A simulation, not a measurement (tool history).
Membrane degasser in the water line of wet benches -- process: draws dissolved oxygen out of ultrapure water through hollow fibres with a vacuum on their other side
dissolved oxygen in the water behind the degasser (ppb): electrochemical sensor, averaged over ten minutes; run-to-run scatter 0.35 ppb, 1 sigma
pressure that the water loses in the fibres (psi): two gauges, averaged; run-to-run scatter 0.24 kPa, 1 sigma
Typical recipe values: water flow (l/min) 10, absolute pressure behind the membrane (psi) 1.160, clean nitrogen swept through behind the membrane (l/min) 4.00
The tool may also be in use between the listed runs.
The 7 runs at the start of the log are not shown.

run	hour	water flow (l/min)	absolute pressure behind the membrane (psi)	clean nitrogen swept through behind the membrane (l/min)	hours since the membrane was changed	hours since the vacuum gauge was calibrated	hours since the vacuum lines were made tight	dissolved oxygen in the water behind the degasser (ppb)	pressure that the water loses in the fibres (psi)
8	326.3	10	1.160	4.00	2520	1375	2888	35.2	9.301
9	363.8	10	1.160	4.00	2557	1413	2925	35.1	9.319
10	425.1	10	1.160	7.25	2619	1474	2986	21.4	9.311
11	466.0	10	1.160	4.00	2660	1515	3027	35.2	9.293
12	511.3	10	1.160	4.00	2705	1560	3072	34.6	9.277
13	561.2	10	1.160	2.83	2755	1610	3122	47.6	9.368
14	601.8	8	1.160	4.00	2795	1651	3163	27.4	7.427
15	631.1	8	1.160	4.00	2825	1680	3192	27.3	7.422
16	685.7	8	1.160	4.00	2879	1735	3247	27.7	7.384
17	732.7	8	0.859	4.49	2926	1782	3294	14.8	7.453
18	777.8	13	0.859	3.92	2971	1827	3339	31.6	12.141
19	812.5	9	1.186	3.92	3006	1861	3374	33.8	8.411
20	871.9	12	2.821	2.29	3065	1921	3433	214.4	11.194
# hour 877.6: vacuum gauge calibrated
21	906.7	12	1.450	4.48	3100	29	3467	53.8	11.175
22	954.3	8	2.294	3.46	3147	77	3515	77.4	7.432
23	1002.6	6	1.069	6.03	3196	125	3563	11.8	5.571
24	1058.4	11	0.748	1.94	3252	181	3619	36.2	10.338
25	1105.7	11	0.748	1.94	3299	228	3666	35.4	10.222
26	1140.3	11	0.748	1.94	3333	263	3701	35.6	10.325
# hour 1183.8: vacuum gauge calibrated, once more
27	1196.0	10	0.759	4.00	3389	12	3756	17.5	9.380
28	1259.1	15	0.759	8.19	3452	75	3819	21.7	13.998
29	1323.3	10	0.950	2.94	3516	140	3884	33.7	9.372
30	1357.8	10	0.950	5.01	3550	174	3918	21.8	9.351
31	1395.7	7	1.239	1.63	3588	212	3956	61.2	6.592
32	1453.3	14	1.024	1.82	3646	270	4014	83.8	13.066

Predict each of these 3 candidate next runs independently; none follows another, all start after run 32:
A	1506.2	6	1.461	3.57	3699	322	4066	?	?
B	1506.2	10	1.001	4.00	3699	322	4066	?	?
C	1506.2	14	1.024	6.80	3699	322	4066	?	?

run	dissolved oxygen in the water behind the degasser (ppb)	pressure that the water loses in the fibres (psi)
A	31.6	5.627
B	28.4	9.317
C	30.6	13.075
What these runs would have given with no unlogged condition in the tool:
run	dissolved oxygen in the water behind the degasser (ppb)	pressure that the water loses in the fibres (psi)
A	29.9	5.527
B	26.8	9.150
C	28.7	12.842
